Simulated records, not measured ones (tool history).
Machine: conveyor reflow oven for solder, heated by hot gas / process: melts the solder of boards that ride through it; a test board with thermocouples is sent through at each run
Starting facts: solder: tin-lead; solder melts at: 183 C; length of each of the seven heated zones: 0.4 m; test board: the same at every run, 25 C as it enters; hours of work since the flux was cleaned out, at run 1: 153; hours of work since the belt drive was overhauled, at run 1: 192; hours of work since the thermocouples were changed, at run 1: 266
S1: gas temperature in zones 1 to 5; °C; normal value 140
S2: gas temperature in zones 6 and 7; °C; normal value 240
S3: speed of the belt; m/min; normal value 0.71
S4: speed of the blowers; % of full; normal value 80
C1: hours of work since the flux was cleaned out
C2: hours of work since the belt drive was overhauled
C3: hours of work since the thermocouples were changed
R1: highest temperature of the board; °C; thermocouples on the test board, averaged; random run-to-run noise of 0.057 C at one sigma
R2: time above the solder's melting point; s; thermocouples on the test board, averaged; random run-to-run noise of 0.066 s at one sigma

run   hour   S1   S2     S3  S4   C1   C2   C3      R1     R2
  1      0  140  240   0.71  80  153  192  266  229.01  58.54
  2    7.8  140  240   0.71  81  156  196  269  229.21  58.64
  3   18.5  140  240   0.71  81  161  200  274  229.13   58.7
  4   23.3  140  240  0.831  80  163  202  276  224.59  47.69
  5   32.2  140  240  0.831  80  167  206  280  224.53  47.71
  6   38.8  138  240  0.831  80  170  209  283  224.24  47.03
  7   49.8  138  240  0.831  80  175  214  288  224.27  47.03
  8     58  138  240  0.831  80  178  217  291  224.18  46.97
  9   63.4  138  240  0.831  80  181  220  294  224.14  47.14
 10   74.7  140  240   0.71  80  186  225  299  228.95  58.55
 11   82.2  140  240   0.71  80  189  228  302     229  58.63
 12   92.2  140  240   0.71  80  193  232  306  229.02  58.56
 13   97.4  140  234   0.71  71  196  235  309  221.27  54.48
 14  107.8  140  234   0.71  71  200  239  313  221.31  54.48
 15  113.9  152  240  0.825  67  203  242  316  222.92  50.54
     120.4  -- flux residue cleaned out of gas plates and filters
 16  128.8  134  246  0.811  79    4  246  320  229.51  49.55
 17    137  154  249  0.792  79    7  250  324  235.86  58.71
 18  144.5  140  229  0.677  80   11  253  327  219.92  57.21
 19  151.4  140  229  0.677  80   14  256  330   219.9  57.12
 20  161.1  140  229  0.677  80   18  260  334  219.93  57.04
 21  169.7  140  244  0.677  80   22  264  338  233.85  63.75

What if the next run were any one of these 5? Each begins from the tool's condition after run 21:
  A  178.1  140  240   0.71  80  25  268  342   ?   ?
  B  178.1  155  248  0.677  52  25  268  342   ?   ?
  C  178.1  140  240  0.734  71  25  268  342   ?   ?
  D  178.1  140  239   0.71  71  25  268  342   ?   ?
  E  178.1  133  244   0.71  61  25  268  342   ?   ?

run      R1     R2
  A  228.89  58.63
  B  231.46  67.47
  C  225.72  54.82
  D  225.93   56.9
  E  225.92  54.59
Without the tool's hidden state the same runs would have given:
run      R1     R2
  A  228.86  58.61
  B  231.43  67.44
  C  225.69   54.8
  D  225.91  56.88
  E   225.9  54.57
